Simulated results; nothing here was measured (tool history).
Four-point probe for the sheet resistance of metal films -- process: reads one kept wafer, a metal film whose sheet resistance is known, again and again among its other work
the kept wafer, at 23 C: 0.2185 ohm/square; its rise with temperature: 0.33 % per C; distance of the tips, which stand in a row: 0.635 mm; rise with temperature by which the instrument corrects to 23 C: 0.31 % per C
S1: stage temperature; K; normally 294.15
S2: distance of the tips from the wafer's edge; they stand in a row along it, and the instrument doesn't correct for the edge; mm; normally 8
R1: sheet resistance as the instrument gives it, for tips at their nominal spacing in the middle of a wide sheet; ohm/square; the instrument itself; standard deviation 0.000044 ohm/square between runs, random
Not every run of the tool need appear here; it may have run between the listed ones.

| run | hour | S1 | S2 | R1 |
|---|---|---|---|---|
| 1 | 0 | 294.15 | 8 | 0.219238 |
| 2 | 9.8 | 294.15 | 8 | 0.21917 |
| 3 | 22.6 | 294.15 | 8 | 0.219139 |
| 4 | 37.6 | 294.15 | 8 | 0.21916 |
| 5 | 51.4 | 294.15 | 8 | 0.219102 |
| 6 | 64.3 | 294.15 | 8 | 0.219175 |
| 7 | 78.2 | 294.15 | 8 | 0.219273 |
| 8 | 85 | 294.15 | 8 | 0.219168 |
| 9 | 94 | 294.15 | 8 | 0.219175 |
| 10 | 106.9 | 294.15 | 7 | 0.219473 |
| 11 | 115.3 | 294.15 | 7 | 0.219441 |
| 12 | 124.4 | 294.15 | 7 | 0.219414 |

What does the tool deliver on the next run?
| 13 | 140.5 | 304.15 | 5 | ? |

R1: 0.220733 ohm/square
If the tool had no hidden condition, the same run with the same run-to-run variation would have returned R1 0.220732 ohm/square.
